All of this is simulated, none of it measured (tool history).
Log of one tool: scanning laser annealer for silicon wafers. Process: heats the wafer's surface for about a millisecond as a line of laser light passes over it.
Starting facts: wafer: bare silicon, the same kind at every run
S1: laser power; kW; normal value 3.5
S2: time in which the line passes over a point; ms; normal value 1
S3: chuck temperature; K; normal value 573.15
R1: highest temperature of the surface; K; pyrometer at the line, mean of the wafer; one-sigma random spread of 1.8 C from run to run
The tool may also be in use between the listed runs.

run    hour     S1    S2      S3       R1
  1       0    3.5     1  573.15  1270.15
  2    48.2    3.5     1  573.15  1269.15
  3    80.6  3.453     1  573.15  1253.15
  4   122.1    3.5     1  573.15  1261.15
  5     158    3.5     1  573.15  1255.15
  6   197.8    3.5     1  573.15  1251.15
  7   221.5    3.5     1  582.15  1258.15
  8   253.7    3.5     1  573.15  1247.15
  9   287.2    3.5     1  553.15  1223.15
 10   314.1    3.5     1  573.15  1241.15
 11   343.3    3.5  0.92  573.15  1206.15
 12   388.3    3.5  0.92  573.15  1201.15
      409.1  -- optics aligned, line set to its width
 13   426.7    3.5  1.02  573.15  1246.15
 14   453.2    3.5  1.02  573.15  1241.15
      466.3  -- window over the wafer cleaned
 15     498    3.5  1.02  573.15  1285.15
 16   541.8    3.5  1.02  573.15  1282.15
 17   563.3    3.5     1  573.15  1272.15
 18     604  3.007     1  573.15  1141.15
 19   631.7    3.5     1  573.15  1265.15
 20   679.7    3.5     1  573.15  1263.15
 21   714.8  3.625  0.98  565.15  1274.15
 22   766.1  3.153   1.1  544.15  1172.15
 23   803.5  3.153   1.1  544.15  1172.15
 24   826.6   3.25   1.1  610.15  1260.15
 25   873.7  3.442  0.82  607.15  1189.15
 26   920.9  3.442  0.82  607.15  1186.15
 27   973.2  3.087  1.01  551.15  1117.15
 28  1003.7  3.087  1.01  551.15  1117.15
     1023.7  -- window over the wafer cleaned
 29  1057.4  3.087  0.73  580.15  1080.15
 30    1097  3.166  1.21  612.15  1302.15
 31  1138.1  3.166  1.21  612.15  1299.15
 32  1190.3  3.689  1.06  612.15  1379.15
 33  1237.5  3.689  1.06  612.15  1370.15
 34  1283.9  3.689  1.06  612.15  1367.15
 35  1312.4    3.5  1.23  573.15  1342.15
 36    1338  3.077   1.2  533.15  1173.15
 37  1370.7  3.077   1.2  533.15  1170.15
 38  1407.7  3.027  0.89  608.15  1129.15
 39    1460  3.027  0.89  608.15  1122.15
 40    1504  3.027  0.89  608.15  1121.15

Measured result minus the same run's result without the hidden state. Both carry the same run-to-run variation, though not necessarily the same gauge scatter:
Hidden state present: light that passes the window, % of a clean one's; laser's true power over the reading, %; width of the line over the set one, %; drift of the gauge itself on peak_c, C.
run   R1
  1  -18
  2  -22
  3  -26
  4  -30
  5  -34
  6  -37
  7  -40
  8  -43
  9  -46
 10  -49
 11  -49
 12  -53
 13  -53
 14  -56
 15  -11
 16  -15
 17  -17
 18  -17
 19  -23
 20  -28
 21  -32
 22  -34
 23  -37
 24  -41
 25  -42
 26  -45
 27  -49
 28  -51
 29  -10
 30  -17
 31  -22
 32  -30
 33  -34
 34  -39
 35  -43
 36  -38
 37  -41
 38  -37
 39  -40
 40  -44
